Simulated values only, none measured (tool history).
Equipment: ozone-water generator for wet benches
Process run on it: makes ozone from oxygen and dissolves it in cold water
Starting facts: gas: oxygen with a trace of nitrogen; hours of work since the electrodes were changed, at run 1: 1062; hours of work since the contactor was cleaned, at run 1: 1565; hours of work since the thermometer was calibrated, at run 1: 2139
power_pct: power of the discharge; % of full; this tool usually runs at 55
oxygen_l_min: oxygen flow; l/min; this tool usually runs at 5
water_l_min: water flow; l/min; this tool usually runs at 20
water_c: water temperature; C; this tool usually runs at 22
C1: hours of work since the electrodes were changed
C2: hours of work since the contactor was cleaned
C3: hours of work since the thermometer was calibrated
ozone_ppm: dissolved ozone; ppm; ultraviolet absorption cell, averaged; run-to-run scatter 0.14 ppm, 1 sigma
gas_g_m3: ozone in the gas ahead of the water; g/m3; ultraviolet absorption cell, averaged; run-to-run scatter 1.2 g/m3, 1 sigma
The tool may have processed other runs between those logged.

run 1 hour=0 | power_pct=55 oxygen_l_min=5 water_l_min=20 water_c=22 | C1=1062 C2=1565 C3=2139 | ozone_ppm=16.8 gas_g_m3=211.5
run 2 hour=74.1 | power_pct=55 oxygen_l_min=5 water_l_min=20 water_c=15 | C1=1123 C2=1625 C3=2199 | ozone_ppm=18.4 gas_g_m3=213.2
run 3 hour=108.4 | power_pct=55 oxygen_l_min=5 water_l_min=20 water_c=15 | C1=1151 C2=1653 C3=2227 | ozone_ppm=18.6 gas_g_m3=209.5
run 4 hour=146.7 | power_pct=55 oxygen_l_min=5 water_l_min=20 water_c=15 | C1=1182 C2=1685 C3=2259 | ozone_ppm=18.4 gas_g_m3=211.9
run 5 hour=192.9 | power_pct=55 oxygen_l_min=5 water_l_min=20 water_c=22 | C1=1220 C2=1722 C3=2296 | ozone_ppm=16.5 gas_g_m3=211.3
run 6 hour=265.3 | power_pct=55 oxygen_l_min=5 water_l_min=20 water_c=22 | C1=1279 C2=1782 C3=2356 | ozone_ppm=16.7 gas_g_m3=214
run 7 hour=301.4 | power_pct=55 oxygen_l_min=5 water_l_min=20 water_c=22 | C1=1308 C2=1811 C3=2385 | ozone_ppm=16.9 gas_g_m3=211.3
run 8 hour=340 | power_pct=55 oxygen_l_min=5 water_l_min=20 water_c=22 | C1=1340 C2=1843 C3=2417 | ozone_ppm=16.8 gas_g_m3=213.6
run 9 hour=379.9 | power_pct=55 oxygen_l_min=5 water_l_min=20 water_c=22 | C1=1373 C2=1875 C3=2449 | ozone_ppm=16.5 gas_g_m3=213.1
run 10 hour=451.3 | power_pct=55 oxygen_l_min=5 water_l_min=20 water_c=22 | C1=1431 C2=1934 C3=2507 | ozone_ppm=16.9 gas_g_m3=213.8
run 11 hour=514.9 | power_pct=55 oxygen_l_min=5 water_l_min=20 water_c=22 | C1=1483 C2=1986 C3=2559 | ozone_ppm=16.9 gas_g_m3=212.7
run 12 hour=551.7 | power_pct=55 oxygen_l_min=5 water_l_min=17 water_c=22 | C1=1513 C2=2016 C3=2590 | ozone_ppm=19.5 gas_g_m3=213.1
run 13 hour=587.5 | power_pct=55 oxygen_l_min=5 water_l_min=17 water_c=22 | C1=1542 C2=2045 C3=2619 | ozone_ppm=19.4 gas_g_m3=215.3
run 14 hour=622.3 | power_pct=55 oxygen_l_min=5 water_l_min=17 water_c=26 | C1=1571 C2=2073 C3=2647 | ozone_ppm=18.4 gas_g_m3=212
run 15 hour=658.9 | power_pct=43 oxygen_l_min=5 water_l_min=17 water_c=26 | C1=1600 C2=2103 C3=2677 | ozone_ppm=14.4 gas_g_m3=173.1
run 16 hour=701.5 | power_pct=43 oxygen_l_min=5 water_l_min=17 water_c=26 | C1=1635 C2=2138 C3=2712 | ozone_ppm=14.5 gas_g_m3=172.1
run 17 hour=748.6 | power_pct=98 oxygen_l_min=5 water_l_min=15 water_c=22 | C1=1674 C2=2177 C3=2751 | ozone_ppm=35.8 gas_g_m3=353.9
run 18 hour=798.1 | power_pct=98 oxygen_l_min=5 water_l_min=15 water_c=22 | C1=1714 C2=2217 C3=2791 | ozone_ppm=36.2 gas_g_m3=356.3
run 19 hour=862 | power_pct=98 oxygen_l_min=5 water_l_min=15 water_c=22 | C1=1766 C2=2269 C3=2843 | ozone_ppm=36.1 gas_g_m3=353.1
run 20 hour=928 | power_pct=95 oxygen_l_min=5.54 water_l_min=13 water_c=28 | C1=1820 C2=2323 C3=2897 | ozone_ppm=34.3 gas_g_m3=329.3
run 21 hour=974 | power_pct=95 oxygen_l_min=7.03 water_l_min=20 water_c=22 | C1=1858 C2=2361 C3=2935 | ozone_ppm=27.5 gas_g_m3=292.8
run 22 hour=1027.7 | power_pct=95 oxygen_l_min=7.03 water_l_min=20 water_c=22 | C1=1902 C2=2405 C3=2979 | ozone_ppm=27.2 gas_g_m3=294.8
run 23 hour=1060.3 | power_pct=95 oxygen_l_min=7.03 water_l_min=20 water_c=22 | C1=1929 C2=2431 C3=3005 | ozone_ppm=26.9 gas_g_m3=295.2
run 24 hour=1124.8 | power_pct=55 oxygen_l_min=5 water_l_min=20 water_c=19 | C1=1981 C2=2484 C3=3058 | ozone_ppm=17.5 gas_g_m3=214.8
-- hour=1135.4 contactor cleaned
run 25 hour=1191.5 | power_pct=71 oxygen_l_min=5.05 water_l_min=24 water_c=29 | C1=2033 C2=46 C3=3109 | ozone_ppm=16 gas_g_m3=265.5

Alternative continuations, all from the tool just after run 25; predict every row:
run A hour=1254.1 | power_pct=55 oxygen_l_min=5 water_l_min=16 water_c=22 | C1=2084 C2=97 C3=3160 | ozone_ppm=? gas_g_m3=?
run B hour=1254.1 | power_pct=60 oxygen_l_min=5 water_l_min=20 water_c=26 | C1=2084 C2=97 C3=3160 | ozone_ppm=? gas_g_m3=?
run C hour=1254.1 | power_pct=61 oxygen_l_min=3.02 water_l_min=24 water_c=29 | C1=2084 C2=97 C3=3160 | ozone_ppm=? gas_g_m3=?
run D hour=1254.1 | power_pct=61 oxygen_l_min=8.7 water_l_min=20 water_c=23 | C1=2084 C2=97 C3=3160 | ozone_ppm=? gas_g_m3=?
run E hour=1254.1 | power_pct=71 oxygen_l_min=5.05 water_l_min=20 water_c=29 | C1=2084 C2=97 C3=3160 | ozone_ppm=? gas_g_m3=?

run=A ozone_ppm=20.5 gas_g_m3=214.9
run=B ozone_ppm=17.3 gas_g_m3=231.6
run=C ozone_ppm=13.1 gas_g_m3=298.5
run=D ozone_ppm=18 gas_g_m3=182.8
run=E ozone_ppm=18.7 gas_g_m3=266.6
The same runs, with their run-to-run variation unchanged, on a tool lacking any hidden condition would have given:
run=A ozone_ppm=20.5 gas_g_m3=210.2
run=B ozone_ppm=17.3 gas_g_m3=226.6
run=C ozone_ppm=13.1 gas_g_m3=292.1
run=D ozone_ppm=18 gas_g_m3=178.8
run=E ozone_ppm=18.8 gas_g_m3=260.8
